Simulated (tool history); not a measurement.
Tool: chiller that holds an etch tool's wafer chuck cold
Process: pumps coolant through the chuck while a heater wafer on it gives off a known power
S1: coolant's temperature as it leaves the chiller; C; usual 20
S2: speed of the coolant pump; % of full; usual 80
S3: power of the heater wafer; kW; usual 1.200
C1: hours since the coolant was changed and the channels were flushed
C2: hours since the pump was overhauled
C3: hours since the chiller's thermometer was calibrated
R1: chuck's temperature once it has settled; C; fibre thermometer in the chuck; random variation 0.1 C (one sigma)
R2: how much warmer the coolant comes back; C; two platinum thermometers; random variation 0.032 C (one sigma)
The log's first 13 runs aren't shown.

run	day	S1	S2	S3	C1	C2	C3	R1	R2
14	18.229	20	91	1.200	269	2374	1639	32.2	3.23
15	19.321	20	91	1.200	295	2400	1665	32.1	3.29
# day 19.538: chiller's thermometer calibrated
16	21.254	20	91	1.200	340	2445	41	32.2	3.23
17	22.433	16	65	1.254	368	2473	69	32.2	4.90
18	23.871	16	65	1.254	403	2508	104	32.3	4.94
19	25.350	16	65	1.254	438	2543	140	32.4	4.88
20	26.979	16	65	1.425	478	2583	179	34.5	5.60
21	28.633	26	78	1.551	517	2622	218	43.7	5.03
22	30.179	29	71	0.809	554	2659	255	39.0	2.85
# day 30.346: chiller's thermometer calibrated, once more
23	31.267	27	80	1.200	579	2685	22	40.3	3.72
24	32.438	20	66	1.200	608	2713	50	35.3	4.62
25	34.112	20	66	1.200	648	2753	90	35.4	4.70
26	36.067	20	66	1.200	695	2800	137	35.3	4.69
27	37.512	20	66	1.200	729	2834	172	35.5	4.68

Forecast run 28:
28	39.104	24	95	1.234	768	2873	210	?	?

R1: 36.2 C
R2: 3.24 C
Without the tool's hidden state the same run would have given R1 35.2 C, R2 2.98 C.

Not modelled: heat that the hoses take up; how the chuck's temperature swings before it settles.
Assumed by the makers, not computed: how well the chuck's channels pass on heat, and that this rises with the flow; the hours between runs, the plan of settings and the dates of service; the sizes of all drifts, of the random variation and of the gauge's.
